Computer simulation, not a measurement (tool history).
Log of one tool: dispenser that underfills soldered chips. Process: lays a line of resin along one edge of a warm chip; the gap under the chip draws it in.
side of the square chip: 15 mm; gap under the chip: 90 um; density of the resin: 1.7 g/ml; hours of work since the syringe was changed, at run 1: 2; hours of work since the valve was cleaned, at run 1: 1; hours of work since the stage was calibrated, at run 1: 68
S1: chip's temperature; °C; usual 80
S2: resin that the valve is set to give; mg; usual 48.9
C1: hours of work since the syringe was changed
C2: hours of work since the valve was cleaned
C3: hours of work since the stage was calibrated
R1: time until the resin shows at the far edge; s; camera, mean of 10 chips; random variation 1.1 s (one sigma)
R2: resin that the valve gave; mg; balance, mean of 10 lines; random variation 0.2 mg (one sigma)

Run 1, hour 0.0: usual settings; C1 2; C2 1; C3 68. Result: R1 117.8 s, R2 48.81 mg.
At hour 7.0: new syringe of resin.
Run 2, hour 11.3: usual settings but S1 68 °C; C1 3; C2 8; C3 75. Result: R1 190.0 s, R2 48.97 mg.
At hour 16.3: new syringe of resin.
Run 3, hour 20.2: usual settings but S1 68 °C; C1 3; C2 14; C3 81. Result: R1 187.4 s, R2 48.10 mg.
At hour 25.9: new syringe of resin.
Run 4, hour 28.0: usual settings; C1 1; C2 19; C3 87. Result: R1 112.8 s, R2 48.41 mg.
Run 5, hour 34.7: usual settings; C1 6; C2 24; C3 91. Result: R1 150.4 s, R2 47.84 mg.
At hour 36.1: new syringe of resin.
Run 6, hour 43.4: usual settings but S2 49.4 mg; C1 5; C2 30; C3 97. Result: R1 144.1 s, R2 48.37 mg.
At hour 45.3: new syringe of resin.
Run 7, hour 50.5: usual settings but S2 49.4 mg; C1 4; C2 35; C3 102. Result: R1 128.6 s, R2 48.26 mg.
At hour 54.5: new syringe of resin.
Run 8, hour 60.1: usual settings; C1 4; C2 41; C3 108. Result: R1 129.6 s, R2 47.38 mg.
At hour 64.1: new syringe of resin.
Run 9, hour 69.8: usual settings but S2 51.6 mg; C1 4; C2 48; C3 115. Result: R1 131.8 s, R2 49.81 mg.
At hour 73.3: new syringe of resin.
Run 10, hour 80.1: usual settings but S2 51.6 mg; C1 5; C2 55; C3 122. Result: R1 138.1 s, R2 49.92 mg.
At hour 83.1: new syringe of resin.
Run 11, hour 87.4: usual settings but S2 51.6 mg; C1 3; C2 59; C3 127. Result: R1 121.3 s, R2 49.53 mg.
At hour 92.8: new syringe of resin.
Run 12, hour 97.8: usual settings; C1 3; C2 66; C3 134. Result: R1 126.7 s, R2 46.88 mg.
At hour 103.0: new syringe of resin.
Run 13, hour 105.2: usual settings; C1 2; C2 71; C3 139. Result: R1 117.5 s, R2 46.51 mg.
At hour 112.6: new syringe of resin.
Run 14, hour 112.6: usual settings but S1 65 °C; C1 0; C2 76; C3 144. Result: R1 183.0 s, R2 46.34 mg.
At hour 121.9: new syringe of resin.
Run 15, hour 125.3: usual settings but S2 54.4 mg; C1 2; C2 85; C3 152. Result: R1 116.5 s, R2 51.12 mg.
At hour 131.7: new syringe of resin.
Run 16, hour 134.6: usual settings but S2 54.4 mg; C1 2; C2 91; C3 158. Result: R1 116.5 s, R2 50.72 mg.
At hour 141.3: new syringe of resin.
Run 17, hour 142.5: usual settings but S2 54.4 mg; C1 1; C2 96; C3 164. Result: R1 110.0 s, R2 50.79 mg.
At hour 145.2: dispensing valve cleaned and set on the balance.
At hour 151.9: new syringe of resin.
Run 18, hour 152.8: usual settings but S1 69 °C, S2 47.5 mg; C1 1; C2 5; C3 170. Result: R1 159.3 s, R2 47.30 mg.
At hour 161.7: new syringe of resin.
Run 19, hour 164.3: usual settings but S1 91 °C, S2 50.3 mg; C1 2; C2 13; C3 178. Result: R1 77.8 s, R2 50.11 mg.
At hour 171.1: new syringe of resin.
Run 20, hour 174.4: usual settings but S1 71 °C, S2 55.1 mg; C1 2; C2 20; C3 185. Result: R1 157.7 s, R2 54.08 mg.
At hour 180.5: new syringe of resin.
Run 21, hour 184.8: usual settings but S1 71 °C, S2 55.1 mg; C1 3; C2 27; C3 192. Result: R1 163.8 s, R2 53.79 mg.
At hour 190.1: new syringe of resin.
Run 22, hour 196.7: usual settings but S1 83 °C, S2 47.7 mg; C1 5; C2 35; C3 200. Result: R1 120.2 s, R2 46.49 mg.
At hour 199.9: new syringe of resin.
Run 23, hour 202.2: usual settings but S1 91 °C, S2 46.2 mg; C1 2; C2 38; C3 203. Result: R1 80.1 s, R2 44.67 mg.
At hour 209.5: new syringe of resin.
Run 24, hour 214.7: usual settings but S1 69 °C, S2 57.1 mg; C1 4; C2 47; C3 212. Result: R1 182.8 s, R2 54.64 mg.
At hour 219.3: new syringe of resin.
Run 25, hour 221.8: usual settings but S1 92 °C; C1 2; C2 52; C3 217. Result: R1 77.6 s, R2 47.10 mg.
Run 26, hour 227.0: usual settings but S1 73 °C, S2 46.1 mg; C1 5; C2 55; C3 220. Result: R1 181.2 s, R2 44.07 mg.
At hour 229.4: new syringe of resin.
Run 27, hour 235.5: usual settings but S1 89 °C, S2 47.7 mg; C1 4; C2 61; C3 226. Result: R1 98.5 s, R2 45.57 mg.
At hour 238.7: new syringe of resin.
Run 28, hour 243.2: usual settings but S1 65 °C, S2 47.7 mg; C1 3; C2 66; C3 231. Result: R1 209.5 s, R2 45.40 mg.
At hour 247.9: new syringe of resin.
Run 29, hour 249.9: usual settings but S1 82 °C, S2 51.6 mg; C1 1; C2 71; C3 235. Result: R1 102.6 s, R2 49.08 mg.
At hour 257.7: new syringe of resin.
Run 30, hour 257.7: usual settings but S1 82 °C, S2 51.6 mg; C1 0; C2 76; C3 241. Result: R1 95.1 s, R2 48.80 mg.
At hour 267.2: new syringe of resin.
Run 31, hour 268.8: usual settings but S1 78 °C; C1 1; C2 83; C3 248. Result: R1 119.5 s, R2 46.10 mg.
At hour 276.4: new syringe of resin.
Run 32, hour 280.3: usual settings but S1 78 °C; C1 3; C2 91; C3 256. Result: R1 131.2 s, R2 45.67 mg.
At hour 285.6: new syringe of resin.
Run 33, hour 285.9: usual settings but S1 90 °C, S2 45.1 mg; C1 0; C2 95; C3 260. Result: R1 76.4 s, R2 41.97 mg.
At hour 291.4: dispensing valve cleaned and set on the balance.
At hour 295.9: new syringe of resin.
Run 34, hour 295.9: usual settings but S1 88 °C, S2 54.8 mg; C1 0; C2 3; C3 266. Result: R1 78.3 s, R2 54.64 mg.

How the hidden state differs across the entries between the runs, from the last listed run before each to the first after it:
Between runs 1 and 2: new syringe of resin (hour 7.0)
  resin's viscosity, % of fresh resin's: 112 -> 118.1; dose that the valve gives, % of what is set: 99.92 -> 99.4; true chip temperature over the reading, C: 0.25 -> 0.3
  measured less the result without the state, R1: +11.8 -> +27.6 s; R2: -0.04 -> -0.29 mg
Between runs 2 and 3: new syringe of resin (hour 16.3)
  resin's viscosity, % of fresh resin's: 118.1 -> 117.8; dose that the valve gives, % of what is set: 99.4 -> 98.97; true chip temperature over the reading, C: 0.3 -> 0.33
  measured less the result without the state, R1: +27.6 -> +26.7 s; R2: -0.29 -> -0.50 mg
Between runs 3 and 4: new syringe of resin (hour 25.9)
  resin's viscosity, % of fresh resin's: 117.8 -> 107.7; dose that the valve gives, % of what is set: 98.97 -> 98.6; true chip temperature over the reading, C: 0.33 -> 0.37
  measured less the result without the state, R1: +26.7 -> +7.1 s; R2: -0.50 -> -0.69 mg
Between runs 5 and 6: new syringe of resin (hour 36.1)
  resin's viscosity, % of fresh resin's: 140.9 -> 135.1; dose that the valve gives, % of what is set: 98.24 -> 97.83; true chip temperature over the reading, C: 0.39 -> 0.43
  measured less the result without the state, R1: +42.6 -> +36.5 s; R2: -0.85 -> -1.07 mg
Between runs 6 and 7: new syringe of resin (hour 45.3)
  resin's viscosity, % of fresh resin's: 135.1 -> 123.5; dose that the valve gives, % of what is set: 97.83 -> 97.51; true chip temperature over the reading, C: 0.43 -> 0.46
  measured less the result without the state, R1: +36.5 -> +23.4 s; R2: -1.07 -> -1.24 mg
Between runs 7 and 8: new syringe of resin (hour 54.5)
  dose that the valve gives, % of what is set: 97.51 -> 97.06; true chip temperature over the reading, C: 0.46 -> 0.5
  measured less the result without the state, R1: +23.4 -> +23.6 s; R2: -1.24 -> -1.44 mg
Between runs 8 and 9: new syringe of resin (hour 64.1)
  resin's viscosity, % of fresh resin's: 123.5 -> 127.7; dose that the valve gives, % of what is set: 97.06 -> 96.62; true chip temperature over the reading, C: 0.5 -> 0.54
  measured less the result without the state, R1: +23.6 -> +27.3 s; R2: -1.44 -> -1.75 mg
Between runs 9 and 10: new syringe of resin (hour 73.3)
  resin's viscosity, % of fresh resin's: 127.7 -> 132.2; dose that the valve gives, % of what is set: 96.62 -> 96.12; true chip temperature over the reading, C: 0.54 -> 0.58
  measured less the result without the state, R1: +27.3 -> +32.2 s; R2: -1.75 -> -2.01 mg
Between runs 10 and 11: new syringe of resin (hour 83.1)
  resin's viscosity, % of fresh resin's: 132.2 -> 118; dose that the valve gives, % of what is set: 96.12 -> 95.73; true chip temperature over the reading, C: 0.58 -> 0.61
  measured less the result without the state, R1: +32.2 -> +17.1 s; R2: -2.01 -> -2.21 mg
Between runs 11 and 12: new syringe of resin (hour 92.8)
  resin's viscosity, % of fresh resin's: 118 -> 121.8; dose that the valve gives, % of what is set: 95.73 -> 95.26; true chip temperature over the reading, C: 0.61 -> 0.65
  measured less the result without the state, R1: +17.1 -> +21.5 s; R2: -2.21 -> -2.33 mg
Between runs 12 and 13: new syringe of resin (hour 103.0)
  resin's viscosity, % of fresh resin's: 121.8 -> 111.8; dose that the valve gives, % of what is set: 95.26 -> 94.9; true chip temperature over the reading, C: 0.65 -> 0.69
  measured less the result without the state, R1: +21.5 -> +11.2 s; R2: -2.33 -> -2.50 mg
Between runs 13 and 14: new syringe of resin (hour 112.6)
  resin's viscosity, % of fresh resin's: 111.8 -> 101.1; dose that the valve gives, % of what is set: 94.9 -> 94.57; true chip temperature over the reading, C: 0.69 -> 0.72
  measured less the result without the state, R1: +11.2 -> -0.5 s; R2: -2.50 -> -2.66 mg
Between runs 14 and 15: new syringe of resin (hour 121.9)
  resin's viscosity, % of fresh resin's: 101.1 -> 113.7; dose that the valve gives, % of what is set: 94.57 -> 93.99; true chip temperature over the reading, C: 0.72 -> 0.77
  measured less the result without the state, R1: -0.5 -> +12.2 s; R2: -2.66 -> -3.27 mg
Between runs 15 and 16: new syringe of resin (hour 131.7)
  resin's viscosity, % of fresh resin's: 113.7 -> 113.1; dose that the valve gives, % of what is set: 93.99 -> 93.57; true chip temperature over the reading, C: 0.77 -> 0.81
  measured less the result without the state, R1: +12.2 -> +11.7 s; R2: -3.27 -> -3.48 mg
Between runs 16 and 17: new syringe of resin (hour 141.3)
  resin's viscosity, % of fresh resin's: 113.1 -> 104.7; dose that the valve gives, % of what is set: 93.57 -> 93.22; true chip temperature over the reading, C: 0.81 -> 0.84
  measured less the result without the state, R1: +11.7 -> +3.0 s; R2: -3.48 -> -3.71 mg
Between runs 17 and 18: dispensing valve cleaned and set on the balance (hour 145.2); new syringe of resin (hour 151.9)
  resin's viscosity, % of fresh resin's: 104.7 -> 103.5; dose that the valve gives, % of what is set: 93.22 -> 99.43; true chip temperature over the reading, C: 0.84 -> 0.88
  measured less the result without the state, R1: +3.0 -> +0.6 s; R2: -3.71 -> -0.27 mg
Between runs 18 and 19: new syringe of resin (hour 161.7)
  resin's viscosity, % of fresh resin's: 103.5 -> 109.4; dose that the valve gives, % of what is set: 99.43 -> 98.86; true chip temperature over the reading, C: 0.88 -> 0.93
  measured less the result without the state, R1: +0.6 -> +4.7 s; R2: -0.27 -> -0.58 mg
Between runs 19 and 20: new syringe of resin (hour 171.1)
  resin's viscosity, % of fresh resin's: 109.4 -> 114; dose that the valve gives, % of what is set: 98.86 -> 98.4; true chip temperature over the reading, C: 0.93 -> 0.97
  measured less the result without the state, R1: +4.7 -> +14.7 s; R2: -0.58 -> -0.89 mg
Between runs 20 and 21: new syringe of resin (hour 180.5)
  resin's viscosity, % of fresh resin's: 114 -> 117.4; dose that the valve gives, % of what is set: 98.4 -> 97.9; true chip temperature over the reading, C: 0.97 -> 1.02
  measured less the result without the state, R1: +14.7 -> +19.5 s; R2: -0.89 -> -1.15 mg
Between runs 21 and 22: new syringe of resin (hour 190.1)
  resin's viscosity, % of fresh resin's: 117.4 -> 128.5; dose that the valve gives, % of what is set: 97.9 -> 97.33; true chip temperature over the reading, C: 1.02 -> 1.07
  measured less the result without the state, R1: +19.5 -> +23.9 s; R2: -1.15 -> -1.28 mg
Between runs 22 and 23: new syringe of resin (hour 199.9)
  resin's viscosity, % of fresh resin's: 128.5 -> 108.3; dose that the valve gives, % of what is set: 97.33 -> 97.07; true chip temperature over the reading, C: 1.07 -> 1.1
  measured less the result without the state, R1: +23.9 -> +4.2 s; R2: -1.28 -> -1.35 mg
Between runs 23 and 24: new syringe of resin (hour 209.5)
  resin's viscosity, % of fresh resin's: 108.3 -> 124.1; dose that the valve gives, % of what is set: 97.07 -> 96.48; true chip temperature over the reading, C: 1.1 -> 1.15
  measured less the result without the state, R1: +4.2 -> +29.8 s; R2: -1.35 -> -2.00 mg
Between runs 24 and 25: new syringe of resin (hour 219.3)
  resin's viscosity, % of fresh resin's: 124.1 -> 111.1; dose that the valve gives, % of what is set: 96.48 -> 96.18; true chip temperature over the reading, C: 1.15 -> 1.18
  measured less the result without the state, R1: +29.8 -> +5.8 s; R2: -2.00 -> -1.87 mg
Between runs 26 and 27: new syringe of resin (hour 229.4)
  resin's viscosity, % of fresh resin's: 136.5 -> 125.9; dose that the valve gives, % of what is set: 95.9 -> 95.54; true chip temperature over the reading, C: 1.2 -> 1.24
  measured less the result without the state, R1: +44.4 -> +18.0 s; R2: -1.89 -> -2.13 mg
Between runs 27 and 28: new syringe of resin (hour 238.7)
  resin's viscosity, % of fresh resin's: 125.9 -> 119.1; dose that the valve gives, % of what is set: 95.54 -> 95.17; true chip temperature over the reading, C: 1.24 -> 1.28
  measured less the result without the state, R1: +18.0 -> +27.4 s; R2: -2.13 -> -2.30 mg
Between runs 28 and 29: new syringe of resin (hour 247.9)
  resin's viscosity, % of fresh resin's: 119.1 -> 106; dose that the valve gives, % of what is set: 95.17 -> 94.87; true chip temperature over the reading, C: 1.28 -> 1.31
  measured less the result without the state, R1: +27.4 -> +2.5 s; R2: -2.30 -> -2.66 mg
Between runs 29 and 30: new syringe of resin (hour 257.7)
  resin's viscosity, % of fresh resin's: 106 -> 100.6; dose that the valve gives, % of what is set: 94.87 -> 94.52; true chip temperature over the reading, C: 1.31 -> 1.34
  measured less the result without the state, R1: +2.5 -> -2.7 s; R2: -2.66 -> -2.83 mg
Between runs 30 and 31: new syringe of resin (hour 267.2)
  resin's viscosity, % of fresh resin's: 100.6 -> 107.9; dose that the valve gives, % of what is set: 94.52 -> 94.02; true chip temperature over the reading, C: 1.34 -> 1.39
  measured less the result without the state, R1: -2.7 -> +5.0 s; R2: -2.83 -> -2.93 mg
Between runs 31 and 32: new syringe of resin (hour 276.4)
  resin's viscosity, % of fresh resin's: 107.9 -> 117.3; dose that the valve gives, % of what is set: 94.02 -> 93.47; true chip temperature over the reading, C: 1.39 -> 1.44
  measured less the result without the state, R1: +5.0 -> +15.5 s; R2: -2.93 -> -3.19 mg
Between runs 32 and 33: new syringe of resin (hour 285.6)
  resin's viscosity, % of fresh resin's: 117.3 -> 99.7; dose that the valve gives, % of what is set: 93.47 -> 93.18; true chip temperature over the reading, C: 1.44 -> 1.47
  measured less the result without the state, R1: +15.5 -> -2.1 s; R2: -3.19 -> -3.07 mg
Between runs 33 and 34: dispensing valve cleaned and set on the balance (hour 291.4); new syringe of resin (hour 295.9)
  resin's viscosity, % of fresh resin's: 99.7 -> 102.1; dose that the valve gives, % of what is set: 93.18 -> 99.97; true chip temperature over the reading, C: 1.47 -> 1.5
  measured less the result without the state, R1: -2.1 -> -2.2 s; R2: -3.07 -> -0.02 mg
